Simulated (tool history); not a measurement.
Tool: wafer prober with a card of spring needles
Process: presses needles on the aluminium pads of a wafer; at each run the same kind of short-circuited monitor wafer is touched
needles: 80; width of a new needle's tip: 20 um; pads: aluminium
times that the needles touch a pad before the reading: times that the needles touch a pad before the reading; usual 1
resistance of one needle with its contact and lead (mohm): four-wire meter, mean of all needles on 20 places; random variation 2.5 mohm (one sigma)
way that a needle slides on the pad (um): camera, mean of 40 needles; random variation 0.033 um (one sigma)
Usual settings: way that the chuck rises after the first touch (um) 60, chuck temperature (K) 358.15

| run | hour | way that the chuck rises after the first touch (um) | chuck temperature (K) | times that the needles touch a pad before the reading | resistance of one needle with its contact and lead (mohm) | way that a needle slides on the pad (um) |
|---|---|---|---|---|---|---|
| 1 | 0 | 60 | 358.15 | 1 | 331 | 15.89 |
| 2 | 4.2 | 60 | 358.15 | 1 | 385 | 15.89 |
| 3 | 8.1 | 60 | 358.15 | 1 | 394 | 15.8 |
| 4 | 11.9 | 60 | 359.15 | 1 | 405 | 15.89 |
|  | 13.2 | tips cleaned on abrasive film |
| 5 | 18.3 | 60 | 359.15 | 1 | 377 | 15.86 |
| 6 | 22.7 | 60 | 358.15 | 1 | 399 | 15.83 |
|  | 27.5 | tips cleaned on abrasive film |
| 7 | 28 | 60 | 358.15 | 1 | 310 | 15.76 |
| 8 | 32.9 | 60 | 358.15 | 1 | 372 | 15.81 |
| 9 | 40.4 | 60 | 358.15 | 1 | 409 | 15.86 |
|  | 41.8 | tips cleaned on abrasive film |
| 10 | 45.9 | 60 | 358.15 | 1 | 371 | 15.75 |
| 11 | 52.1 | 40 | 302.15 | 1 | 553 | 10.48 |
|  | 55.9 | tips cleaned on abrasive film |
| 12 | 58.9 | 40 | 376.15 | 2 | 392 | 10.41 |
| 13 | 63.1 | 71 | 376.15 | 2 | 333 | 18.71 |
| 14 | 67.3 | 60 | 316.15 | 1 | 395 | 15.75 |
|  | 70.5 | tips cleaned on abrasive film |
| 15 | 72.5 | 60 | 305.15 | 1 | 337 | 15.7 |
| 16 | 77.7 | 73 | 313.15 | 1 | 347 | 19.14 |
|  | 84.8 | tips cleaned on abrasive film |
| 17 | 85.4 | 73 | 313.15 | 1 | 285 | 19.16 |
| 18 | 92.9 | 78 | 358.15 | 1 | 344 | 20.51 |
| 19 | 98.6 | 52 | 358.15 | 3 | 346 | 13.63 |

4 ways to go on from here, each from the tool as it stands after run 19. What would each give?
|  | 99.2 | tips cleaned on abrasive film |
| A | 102.6 | 52 | 358.15 | 2 | ? | ? |
|  | 99.2 | tips cleaned on abrasive film |
| B | 102.6 | 52 | 356.15 | 2 | ? | ? |
|  | 99.2 | tips cleaned on abrasive film |
| C | 102.6 | 52 | 303.15 | 3 | ? | ? |
|  | 99.2 | tips cleaned on abrasive film |
| D | 102.6 | 45 | 340.15 | 3 | ? | ? |

| run | resistance of one needle with its contact and lead (mohm) | way that a needle slides on the pad (um) |
|---|---|---|
| A | 355 | 13.56 |
| B | 355 | 13.53 |
| C | 311 | 13.59 |
| D | 346 | 11.67 |
Without the tool's hidden state the same runs would have given:
| run | resistance of one needle with its contact and lead (mohm) | way that a needle slides on the pad (um) |
|---|---|---|
| A | 292 | 13.85 |
| B | 292 | 13.82 |
| C | 270 | 13.88 |
| D | 293 | 11.96 |
